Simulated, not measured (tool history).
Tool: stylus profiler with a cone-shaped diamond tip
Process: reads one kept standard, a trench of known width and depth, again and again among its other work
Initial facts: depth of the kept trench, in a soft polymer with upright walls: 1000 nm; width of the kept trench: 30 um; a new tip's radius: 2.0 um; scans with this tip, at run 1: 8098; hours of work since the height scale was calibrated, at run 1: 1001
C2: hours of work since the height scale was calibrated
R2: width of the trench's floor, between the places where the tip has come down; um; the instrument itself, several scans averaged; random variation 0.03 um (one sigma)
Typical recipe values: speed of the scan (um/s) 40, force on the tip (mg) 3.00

Run 1, hour 0.0: usual settings; scans with this tip 8098; C2 1001. Result: depth of the trench (Å) 10175.5, R2 26.35 um.
Run 2, hour 97.3: usual settings; scans with this tip 8582; C2 1061. Result: depth of the trench (Å) 10172.3, R2 26.41 um.
Run 3, hour 182.5: usual settings; scans with this tip 9006; C2 1113. Result: depth of the trench (Å) 10172.6, R2 26.36 um.
Run 4, hour 261.3: usual settings; scans with this tip 9398; C2 1162. Result: depth of the trench (Å) 10174.8, R2 26.37 um.
Run 5, hour 325.8: usual settings; scans with this tip 9718; C2 1202. Result: depth of the trench (Å) 10172.2, R2 26.31 um.
Run 6, hour 386.5: usual settings; scans with this tip 10020; C2 1239. Result: depth of the trench (Å) 10167.3, R2 26.32 um.
Run 7, hour 486.0: usual settings; scans with this tip 10514; C2 1300. Result: depth of the trench (Å) 10171.6, R2 26.37 um.
Run 8, hour 585.1: usual settings; scans with this tip 11007; C2 1361. Result: depth of the trench (Å) 10170.0, R2 26.35 um.
At hour 611.0: height scale calibrated on a step standard.
Run 9, hour 631.0: usual settings; scans with this tip 11233; C2 12. Result: depth of the trench (Å) 10175.5, R2 26.35 um.
Run 10, hour 707.0: usual settings but speed of the scan (um/s) 26; scans with this tip 11611; C2 59. Result: depth of the trench (Å) 10169.9, R2 26.38 um.
Run 11, hour 760.4: usual settings but force on the tip (mg) 2.56; scans with this tip 11876; C2 92. Result: depth of the trench (Å) 10150.9, R2 26.36 um.
Run 12, hour 814.4: usual settings but force on the tip (mg) 2.56; scans with this tip 12145; C2 125. Result: depth of the trench (Å) 10155.4, R2 26.30 um.
Run 13, hour 865.6: usual settings; scans with this tip 12399; C2 156. Result: depth of the trench (Å) 10169.9, R2 26.36 um.
Run 14, hour 947.6: usual settings but speed of the scan (um/s) 12, force on the tip (mg) 1.75; scans with this tip 12807; C2 207. Result: depth of the trench (Å) 10122.2, R2 26.43 um.
Run 15, hour 1034.3: usual settings but speed of the scan (um/s) 12, force on the tip (mg) 1.75; scans with this tip 13238; C2 260. Result: depth of the trench (Å) 10120.9, R2 26.42 um.
Run 16, hour 1096.0: usual settings but speed of the scan (um/s) 12, force on the tip (mg) 1.75; scans with this tip 13544; C2 298. Result: depth of the trench (Å) 10124.2, R2 26.44 um.
Run 17, hour 1167.0: usual settings but speed of the scan (um/s) 12, force on the tip (mg) 1.75; scans with this tip 13897; C2 342. Result: depth of the trench (Å) 10118.2, R2 26.40 um.
Run 18, hour 1272.7: usual settings but speed of the scan (um/s) 12, force on the tip (mg) 1.01; scans with this tip 14423; C2 407. Result: depth of the trench (Å) 10079.9, R2 26.38 um.
Run 19, hour 1366.2: usual settings but speed of the scan (um/s) 95, force on the tip (mg) 8.98; scans with this tip 14888; C2 464. Result: depth of the trench (Å) 10365.0, R2 26.28 um.
Run 20, hour 1467.1: usual settings but speed of the scan (um/s) 62, force on the tip (mg) 4.15; scans with this tip 15389; C2 526. Result: depth of the trench (Å) 10215.1, R2 26.26 um.
Run 21, hour 1570.5: usual settings but speed of the scan (um/s) 50, force on the tip (mg) 4.87; scans with this tip 15903; C2 590. Result: depth of the trench (Å) 10239.1, R2 26.35 um.
Run 22, hour 1667.9: usual settings but speed of the scan (um/s) 23, force on the tip (mg) 1.70; scans with this tip 16388; C2 650. Result: depth of the trench (Å) 10121.1, R2 26.38 um.
Run 23, hour 1767.4: usual settings but speed of the scan (um/s) 87, force on the tip (mg) 2.01; scans with this tip 16883; C2 711. Result: depth of the trench (Å) 10132.6, R2 26.01 um.
Run 24, hour 1813.5: usual settings but speed of the scan (um/s) 11; scans with this tip 17111; C2 739. Result: depth of the trench (Å) 10168.5, R2 26.42 um.
Run 25, hour 1872.0: usual settings but speed of the scan (um/s) 11; scans with this tip 17403; C2 775. Result: depth of the trench (Å) 10175.1, R2 26.49 um.
Run 26, hour 1940.5: usual settings but speed of the scan (um/s) 84, force on the tip (mg) 2.39; scans with this tip 17743; C2 817. Result: depth of the trench (Å) 10148.5, R2 26.13 um.

Branching from run 26: 3 alternative next runs. What would each branch give?
Run A, hour 2019.4: usual settings but speed of the scan (um/s) 17, force on the tip (mg) 3.18; scans with this tip 18135; C2 866. Result: depth of the trench (Å) ?, R2 ?.
Run B, hour 2019.4: usual settings but speed of the scan (um/s) 74, force on the tip (mg) 2.81; scans with this tip 18135; C2 866. Result: depth of the trench (Å) ?, R2 ?.
Run C, hour 2019.4: usual settings but speed of the scan (um/s) 130, force on the tip (mg) 8.68; scans with this tip 18135; C2 866. Result: depth of the trench (Å) ?, R2 ?.

run  depth of the trench (Å)     R2
  A                  10181.2  26.44
  B                  10162.9  26.20
  C                  10355.3  26.22
With no hidden state in the tool, these same runs would have given:
run  depth of the trench (Å)     R2
  A                  10181.4  26.46
  B                  10163.2  26.22
  C                  10355.5  26.25
